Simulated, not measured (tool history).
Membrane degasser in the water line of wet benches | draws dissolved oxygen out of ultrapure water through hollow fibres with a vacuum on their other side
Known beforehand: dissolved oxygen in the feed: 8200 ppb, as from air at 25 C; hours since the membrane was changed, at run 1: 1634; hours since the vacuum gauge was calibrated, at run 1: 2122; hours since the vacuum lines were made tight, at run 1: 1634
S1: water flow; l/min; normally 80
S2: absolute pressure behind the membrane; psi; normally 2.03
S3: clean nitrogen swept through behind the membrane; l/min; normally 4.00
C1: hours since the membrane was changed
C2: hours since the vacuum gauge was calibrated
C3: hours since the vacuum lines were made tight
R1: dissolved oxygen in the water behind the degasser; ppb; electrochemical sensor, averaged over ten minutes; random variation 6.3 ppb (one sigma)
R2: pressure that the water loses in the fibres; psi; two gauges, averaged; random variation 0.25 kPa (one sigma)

| run | hour | S1 | S2 | S3 | C1 | C2 | C3 | R1 | R2 |
|---|---|---|---|---|---|---|---|---|---|
| 1 | 0.0 | 80 | 2.03 | 4.00 | 1634 | 2122 | 1634 | 628.6 | 9.794 |
| 2 | 46.8 | 80 | 2.03 | 7.55 | 1681 | 2169 | 1681 | 447.1 | 9.803 |
| 3 | 96.0 | 80 | 2.03 | 7.55 | 1731 | 2219 | 1731 | 451.0 | 9.822 |
| 4 | 136.2 | 80 | 2.03 | 7.55 | 1771 | 2259 | 1771 | 448.9 | 9.729 |
| 5 | 161.9 | 80 | 2.03 | 7.55 | 1796 | 2284 | 1796 | 458.1 | 9.773 |
| 6 | 214.7 | 80 | 2.03 | 2.44 | 1849 | 2337 | 1849 | 865.0 | 9.783 |
| 7 | 243.7 | 80 | 2.03 | 4.00 | 1878 | 2366 | 1878 | 643.2 | 9.799 |
| 8 | 295.3 | 80 | 2.03 | 3.51 | 1930 | 2418 | 1930 | 697.4 | 9.757 |
| 9 | 335.3 | 80 | 2.03 | 3.51 | 1970 | 2458 | 1970 | 686.2 | 9.826 |
| 10 | 378.1 | 80 | 2.03 | 3.51 | 2013 | 2501 | 2013 | 677.7 | 9.850 |
| 11 | 402.5 | 80 | 2.03 | 3.51 | 2037 | 2525 | 2037 | 679.4 | 9.831 |
| 12 | 430.5 | 126 | 2.03 | 4.00 | 2065 | 2553 | 2065 | 1168.0 | 15.394 |
| 13 | 479.3 | 126 | 2.03 | 4.00 | 2114 | 2602 | 2114 | 1150.8 | 15.507 |
| 14 | 521.4 | 126 | 2.03 | 4.00 | 2156 | 2644 | 2156 | 1142.3 | 15.510 |
| 15 | 571.7 | 126 | 2.03 | 4.00 | 2206 | 2694 | 2206 | 1146.0 | 15.445 |
| 16 | 602.1 | 126 | 2.03 | 4.00 | 2237 | 2725 | 2237 | 1157.4 | 15.454 |
| 17 | 631.7 | 126 | 2.03 | 4.00 | 2266 | 2754 | 2266 | 1143.3 | 15.515 |
| 18 | 682.2 | 70 | 4.31 | 5.14 | 2317 | 2805 | 2317 | 888.6 | 8.633 |
|  | 686.5 | vacuum gauge calibrated |
| 19 | 707.2 | 70 | 4.31 | 5.14 | 2341 | 21 | 2341 | 869.0 | 8.666 |
| 20 | 753.3 | 70 | 4.31 | 5.14 | 2387 | 67 | 2387 | 905.4 | 8.627 |
| 21 | 789.1 | 70 | 4.31 | 5.14 | 2423 | 103 | 2423 | 892.2 | 8.596 |
| 22 | 830.4 | 112 | 2.20 | 9.82 | 2464 | 144 | 2464 | 750.3 | 13.869 |
| 23 | 878.9 | 112 | 2.20 | 9.82 | 2513 | 192 | 2513 | 722.9 | 13.819 |
| 24 | 925.1 | 112 | 2.20 | 9.82 | 2559 | 239 | 2559 | 726.1 | 13.825 |
| 25 | 977.5 | 61 | 1.57 | 5.48 | 2612 | 291 | 2612 | 285.9 | 7.543 |
|  | 1018.7 | vacuum gauge calibrated, once more |
| 26 | 1018.7 | 61 | 1.57 | 5.48 | 2652 | 0 | 2652 | 282.6 | 7.501 |
| 27 | 1069.3 | 80 | 2.41 | 1.65 | 2703 | 51 | 2703 | 1277.2 | 9.823 |
| 28 | 1094.6 | 80 | 2.41 | 1.65 | 2728 | 76 | 2728 | 1273.7 | 9.874 |
| 29 | 1120.3 | 89 | 2.12 | 10.43 | 2754 | 102 | 2754 | 479.4 | 11.005 |
| 30 | 1145.4 | 89 | 1.49 | 11.04 | 2779 | 127 | 2779 | 390.9 | 11.000 |
| 31 | 1184.4 | 89 | 1.49 | 11.04 | 2818 | 166 | 2818 | 394.2 | 11.081 |

Hidden condition of the tool, last listed run before each entry between runs versus first listed run after:
From run 18 to run 19: vacuum gauge calibrated (hour 686.5)
  true pressure behind the membrane over the reading, kPa: 0.17 -> 0.23; air that leaks in behind the membrane, l/min: 0.0148 -> 0.0149
  difference, measured minus the result without the unlogged condition, R1: +17.3 -> +18.7 ppb; R2: +0.186 -> +0.189 psi
From run 25 to run 26: vacuum gauge calibrated, once more (hour 1018.7)
  true pressure behind the membrane over the reading, kPa: 0.25 -> 0; air that leaks in behind the membrane, l/min: 0.0163 -> 0.0165
  difference, measured minus the result without the unlogged condition, R1: +16.5 -> +10.5 ppb; R2: +0.186 -> +0.187 psi

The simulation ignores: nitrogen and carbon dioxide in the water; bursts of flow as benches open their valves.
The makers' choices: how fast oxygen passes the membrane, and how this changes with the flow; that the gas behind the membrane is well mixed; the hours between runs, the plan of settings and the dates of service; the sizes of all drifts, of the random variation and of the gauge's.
